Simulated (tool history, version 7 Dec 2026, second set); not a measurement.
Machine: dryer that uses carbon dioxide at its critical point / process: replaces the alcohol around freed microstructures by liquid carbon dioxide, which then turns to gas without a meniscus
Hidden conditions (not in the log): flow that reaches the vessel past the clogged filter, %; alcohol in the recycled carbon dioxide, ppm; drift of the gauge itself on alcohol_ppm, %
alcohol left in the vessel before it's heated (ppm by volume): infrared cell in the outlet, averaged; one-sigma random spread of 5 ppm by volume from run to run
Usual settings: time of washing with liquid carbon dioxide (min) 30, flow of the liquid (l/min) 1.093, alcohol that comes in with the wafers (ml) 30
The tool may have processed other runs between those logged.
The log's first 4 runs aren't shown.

run,hour,time of washing with liquid carbon dioxide (min),flow of the liquid (l/min),alcohol that comes in with the wafers (ml),hours of work since the filter was changed,hours of work since the purifier's bed was changed,alcohol left in the vessel before it's heated (ppm by volume)
5,61.8,30,1.093,30,18,192,112
6,78.8,30,1.093,30,30,205,103
7,96.6,30,1.093,30,43,217,110
8,114.0,30,1.093,30,56,230,117
9,125.1,30,1.093,30,64,238,133
10,141.5,30,0.800,30,76,250,152
11,151.0,28,0.800,30,83,257,169
12,167.2,28,0.800,30,94,268,168
13,187.0,30,1.093,30,109,283,141
14,205.4,30,1.093,27,122,296,152
15,222.1,30,1.093,27,134,308,154
16,239.9,30,1.093,32,147,321,164
17,251.4,30,0.990,30,155,329,166
18,266.9,30,0.990,30,166,341,170
19,288.0,30,0.940,25,182,356,173
20,298.3,18,1.040,46,189,363,313
21,315.2,18,1.040,46,201,375,332
22,325.9,23,1.100,20,209,383,192
23,345.9,23,1.100,20,224,398,209
24,358.0,45,0.980,57,232,407,205
25,375.2,45,0.980,57,245,419,200

Forecast run 26:
26,391.1,33,1.160,50,256,430,?

{"run 26": {"alcohol left in the vessel before it's heated (ppm by volume)": 212}}
Minus the tool's unlogged condition, the same run would have read alcohol left in the vessel before it's heated (ppm by volume) 3.

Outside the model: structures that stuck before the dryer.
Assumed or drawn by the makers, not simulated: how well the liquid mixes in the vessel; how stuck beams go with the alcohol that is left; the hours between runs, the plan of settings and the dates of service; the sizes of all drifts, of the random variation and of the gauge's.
